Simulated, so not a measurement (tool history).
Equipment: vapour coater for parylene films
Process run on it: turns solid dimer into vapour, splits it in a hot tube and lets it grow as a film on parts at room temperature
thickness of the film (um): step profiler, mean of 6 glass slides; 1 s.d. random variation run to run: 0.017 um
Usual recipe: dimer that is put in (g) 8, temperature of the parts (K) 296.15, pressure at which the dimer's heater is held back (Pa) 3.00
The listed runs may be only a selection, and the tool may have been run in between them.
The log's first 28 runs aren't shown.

run    hour  dimer that is put in (g)  temperature of the parts (K)  pressure at which the dimer's heater is held back (Pa)  hours of work since the trap's valve was overhauled  hours of work since the table's thermometer was calibrated  thickness of the film (um)
 29  1025.1                         8                        290.15                                                    3.00                                                  380                                                         888                        2.24
     1047.7  -- trap's valve overhauled
 30  1062.8                         8                        301.15                                                    3.00                                                    7                                                         903                        1.84
 31  1099.3                        13                        301.15                                                    3.00                                                   24                                                         920                        2.99
 32  1123.5                         6                        296.15                                                    3.00                                                   35                                                         931                        1.56
 33  1144.5                         5                        296.15                                                    3.00                                                   45                                                         941                        1.28
 34  1172.4                         8                        296.15                                                    9.83                                                   58                                                         954                        1.66
 35  1216.6                         5                        296.15                                                    3.91                                                   78                                                         975                        1.20
 36  1246.7                         5                        296.15                                                    3.91                                                   92                                                         989                        1.19
 37  1291.8                         5                        296.15                                                    3.91                                                  113                                                        1010                        1.22
 38  1334.4                         8                        308.15                                                    3.00                                                  133                                                        1029                        1.48
 39  1371.5                         7                        308.15                                                    3.96                                                  151                                                        1047                        1.26
 40  1399.7                        10                        308.15                                                    2.15                                                  164                                                        1060                        1.99
 41  1434.6                        10                        308.15                                                    2.15                                                  180                                                        1076                        1.98
 42  1474.8                        10                        308.15                                                    3.18                                                  199                                                        1095                        1.80
 43  1503.3                        10                        308.15                                                    3.18                                                  212                                                        1108                        1.84
 44  1537.2                         6                        292.15                                                    9.16                                                  228                                                        1124                        1.34
 45  1587.3                        14                        292.15                                                    6.06                                                  251                                                        1147                        3.34

Estimate the outcome of run 46 from the log above:
 46  1637.5                        14                        292.15                                                    6.06                                                  274                                                        1170                           ?

{"run 46": {"thickness of the film (um)": 3.32}}
Without the tool's hidden state the same run would have given thickness of the film (um) 3.65.

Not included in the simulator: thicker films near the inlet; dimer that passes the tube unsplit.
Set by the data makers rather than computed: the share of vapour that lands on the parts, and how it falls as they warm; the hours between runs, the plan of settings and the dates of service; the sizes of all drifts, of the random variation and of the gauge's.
